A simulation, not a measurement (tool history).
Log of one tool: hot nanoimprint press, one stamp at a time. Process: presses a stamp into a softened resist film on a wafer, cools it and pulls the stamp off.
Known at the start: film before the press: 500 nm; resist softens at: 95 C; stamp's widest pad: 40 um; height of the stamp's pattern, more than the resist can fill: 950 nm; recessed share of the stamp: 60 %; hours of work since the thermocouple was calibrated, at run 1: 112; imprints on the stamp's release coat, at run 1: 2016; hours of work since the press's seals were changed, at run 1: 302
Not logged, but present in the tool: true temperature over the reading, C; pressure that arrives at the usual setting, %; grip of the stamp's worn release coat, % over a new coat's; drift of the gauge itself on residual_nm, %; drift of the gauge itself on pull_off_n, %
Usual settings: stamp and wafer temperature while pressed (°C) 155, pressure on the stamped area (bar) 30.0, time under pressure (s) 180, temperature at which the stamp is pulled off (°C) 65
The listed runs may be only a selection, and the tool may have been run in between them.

| run | hour | stamp and wafer temperature while pressed (°C) | pressure on the stamped area (bar) | time under pressure (s) | temperature at which the stamp is pulled off (°C) | hours of work since the thermocouple was calibrated | imprints on the stamp's release coat | hours of work since the press's seals were changed | resist left under the stamp's widest pad (nm) | greatest force while the stamp is pulled off (N) |
|---|---|---|---|---|---|---|---|---|---|---|
| 1 | 0.0 | 155 | 30.0 | 180 | 65 | 112 | 2016 | 302 | 318.5 | 154 |
|  | 38.8 | stamp cleaned and given a new release coat |
| 2 | 70.9 | 155 | 30.0 | 180 | 65 | 163 | 168 | 352 | 317.1 | 122 |
| 3 | 139.1 | 155 | 41.3 | 180 | 65 | 216 | 524 | 406 | 286.3 | 122 |
| 4 | 177.4 | 155 | 30.0 | 180 | 65 | 246 | 724 | 436 | 324.1 | 125 |
|  | 230.6 | plate thermocouple calibrated |
| 5 | 237.0 | 155 | 30.0 | 180 | 65 | 5 | 1019 | 480 | 302.2 | 131 |
| 6 | 310.0 | 155 | 30.0 | 180 | 65 | 62 | 1401 | 537 | 310.1 | 138 |
| 7 | 346.1 | 155 | 31.6 | 180 | 65 | 90 | 1589 | 565 | 303.9 | 142 |
| 8 | 406.0 | 155 | 31.6 | 180 | 65 | 137 | 1902 | 612 | 304.5 | 148 |
|  | 463.8 | stamp cleaned and given a new release coat |
| 9 | 485.2 | 155 | 31.6 | 180 | 65 | 194 | 112 | 669 | 309.6 | 119 |
| 10 | 545.1 | 155 | 31.6 | 180 | 65 | 241 | 425 | 716 | 312.7 | 126 |
| 11 | 586.5 | 155 | 31.6 | 180 | 65 | 273 | 641 | 748 | 318.7 | 127 |
|  | 603.2 | plate thermocouple calibrated |
| 12 | 632.3 | 155 | 30.0 | 180 | 65 | 23 | 865 | 782 | 309.5 | 125 |
| 13 | 701.7 | 155 | 30.0 | 180 | 65 | 77 | 1227 | 836 | 306.8 | 138 |
| 14 | 761.8 | 155 | 30.0 | 180 | 65 | 124 | 1541 | 883 | 315.3 | 140 |
| 15 | 831.2 | 155 | 30.0 | 180 | 65 | 178 | 1904 | 937 | 318.3 | 149 |
|  | 891.2 | stamp cleaned and given a new release coat |
| 16 | 892.5 | 155 | 30.0 | 180 | 65 | 221 | 7 | 980 | 321.5 | 115 |
| 17 | 953.5 | 155 | 18.9 | 180 | 65 | 269 | 325 | 1028 | 368.9 | 122 |
|  | 977.4 | plate thermocouple calibrated |
| 18 | 1013.6 | 167 | 31.2 | 169 | 65 | 28 | 624 | 1073 | 160.5 | 125 |
| 19 | 1084.4 | 149 | 23.8 | 301 | 67 | 84 | 994 | 1128 | 385.8 | 130 |
| 20 | 1149.6 | 149 | 23.8 | 301 | 67 | 135 | 1334 | 1179 | 392.0 | 132 |
| 21 | 1218.5 | 155 | 30.0 | 224 | 65 | 188 | 1694 | 1233 | 303.4 | 145 |
| 22 | 1274.8 | 167 | 34.4 | 193 | 69 | 232 | 1988 | 1277 | 155.3 | 133 |
|  | 1308.0 | press's hydraulic seals changed and the load cell set to zero |
|  | 1324.9 | stamp cleaned and given a new release coat |
|  | 1359.3 | plate thermocouple calibrated |
| 23 | 1367.3 | 167 | 34.4 | 193 | 69 | 6 | 206 | 39 | 137.2 | 109 |
| 24 | 1437.2 | 155 | 36.6 | 180 | 71 | 61 | 571 | 94 | 279.7 | 110 |
| 25 | 1504.2 | 167 | 30.0 | 180 | 70 | 113 | 921 | 146 | 155.1 | 118 |
| 26 | 1569.4 | 144 | 30.0 | 332 | 57 | 164 | 1262 | 197 | 425.8 | 161 |
| 27 | 1627.2 | 158 | 30.0 | 332 | 57 | 209 | 1564 | 242 | 212.9 | 162 |
| 28 | 1680.7 | 158 | 30.0 | 104 | 62 | 251 | 1843 | 284 | 320.5 | 157 |
|  | 1724.7 | plate thermocouple calibrated |
| 29 | 1724.7 | 148 | 30.0 | 104 | 62 | 0 | 2057 | 316 | 435.7 | 158 |

What if the next run were any one of these 3? Each begins from the tool's condition after run 29:
|  | 1752.7 | stamp cleaned and given a new release coat |
| A | 1784.2 | 148 | 19.6 | 104 | 62 | 42 | 165 | 358 | ? | ? |
|  | 1752.7 | stamp cleaned and given a new release coat |
| B | 1784.2 | 155 | 30.0 | 180 | 64 | 42 | 165 | 358 | ? | ? |
|  | 1752.7 | stamp cleaned and given a new release coat |
| C | 1784.2 | 165 | 30.0 | 104 | 62 | 42 | 165 | 358 | ? | ? |

| run | resist left under the stamp's widest pad (nm) | greatest force while the stamp is pulled off (N) |
|---|---|---|
| A | 464.4 | 124 |
| B | 309.1 | 122 |
| C | 217.5 | 124 |
The same runs, with their run-to-run variation unchanged, on a tool lacking any hidden condition would have given:
| run | resist left under the stamp's widest pad (nm) | greatest force while the stamp is pulled off (N) |
|---|---|---|
| A | 461.8 | 121 |
| B | 301.8 | 119 |
| C | 211.6 | 121 |
